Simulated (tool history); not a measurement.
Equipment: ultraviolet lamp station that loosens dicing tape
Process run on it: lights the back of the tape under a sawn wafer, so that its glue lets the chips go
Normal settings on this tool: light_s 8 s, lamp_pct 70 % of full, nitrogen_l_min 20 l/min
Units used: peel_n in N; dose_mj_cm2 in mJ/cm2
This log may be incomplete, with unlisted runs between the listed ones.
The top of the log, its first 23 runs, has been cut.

run	day	light_s	lamp_pct	nitrogen_l_min	peel_n	dose_mj_cm2
24	9.621	12	61	21	0.244	309
25	9.908	12	61	21	0.242	301
26	10.342	12	86	19	0.131	432
27	10.729	8	98	28	0.179	319
28	11.012	6	60	20	0.923	146
29	11.558	6	60	38	0.710	146
30	12.112	6	60	38	0.709	143
31	12.438	6	60	38	0.735	145
32	12.925	6	60	38	0.737	141
33	13.433	8	70	22	0.470	220
34	13.808	9	89	22	0.222	313
35	14.358	9	74	17	0.410	257
36	14.883	7	79	23	0.504	214

3 ways to go on from here, each from the tool as it stands after run 36. What would each give?
A	15.454	12	79	18	?	?
B	15.454	5	79	20	?	?
C	15.454	15	70	20	?	?

run	peel_n	dose_mj_cm2
A	0.187	365
B	0.885	154
C	0.142	403
Had the tool no hidden state, the same runs would have come out as:
run	peel_n	dose_mj_cm2
A	0.095	523
B	0.505	220
C	0.080	579

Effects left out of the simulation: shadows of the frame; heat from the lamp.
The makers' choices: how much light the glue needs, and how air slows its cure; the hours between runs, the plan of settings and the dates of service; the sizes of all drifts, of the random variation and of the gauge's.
